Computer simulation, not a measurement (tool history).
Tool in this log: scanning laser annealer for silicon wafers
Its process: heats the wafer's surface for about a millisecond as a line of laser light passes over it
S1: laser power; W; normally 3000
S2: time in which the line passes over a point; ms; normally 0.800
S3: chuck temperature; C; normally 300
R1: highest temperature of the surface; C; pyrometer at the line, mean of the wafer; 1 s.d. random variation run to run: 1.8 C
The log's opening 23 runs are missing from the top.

| run | hour | S1 | S2 | S3 | R1 |
|---|---|---|---|---|---|
| 24 | 634.1 | 3136 | 0.800 | 337 | 1086 |
| 25 | 665.0 | 3136 | 0.821 | 297 | 1054 |
| 26 | 690.1 | 2587 | 0.598 | 297 | 827 |
| 27 | 712.8 | 2673 | 0.946 | 262 | 951 |
| 28 | 739.6 | 2551 | 0.569 | 275 | 785 |
| 29 | 758.5 | 2551 | 0.569 | 275 | 784 |
| 30 | 788.8 | 2865 | 0.768 | 325 | 989 |
| 31 | 811.3 | 2592 | 0.838 | 291 | 917 |
| 32 | 847.8 | 3000 | 0.841 | 300 | 1024 |
| 33 | 876.6 | 3000 | 0.569 | 300 | 894 |
| 34 | 904.1 | 3000 | 0.569 | 300 | 895 |
| 35 | 925.5 | 3000 | 0.806 | 283 | 988 |
| 36 | 949.9 | 2706 | 0.646 | 283 | 850 |
| 37 | 966.1 | 2706 | 0.566 | 283 | 817 |
| 38 | 988.4 | 2787 | 0.734 | 332 | 955 |
| 39 | 1027.2 | 3000 | 0.710 | 305 | 966 |
| 40 | 1046.0 | 3145 | 0.710 | 336 | 1025 |

Each row is a separate what-if for the run after 40, all from the same tool condition, not one after another. Results?
| A | 1079.8 | 3145 | 0.710 | 273 | ? |
| B | 1079.8 | 2596 | 0.779 | 336 | ? |
| C | 1079.8 | 2931 | 0.710 | 340 | ? |
| D | 1079.8 | 2637 | 0.808 | 309 | ? |
| E | 1079.8 | 3000 | 0.800 | 296 | ? |

| run | R1 |
|---|---|
| A | 962 |
| B | 930 |
| C | 984 |
| D | 924 |
| E | 993 |
Without the tool's hidden state the same runs would have given:
| run | R1 |
|---|---|
| A | 1001 |
| B | 963 |
| C | 1019 |
| D | 958 |
| E | 1032 |
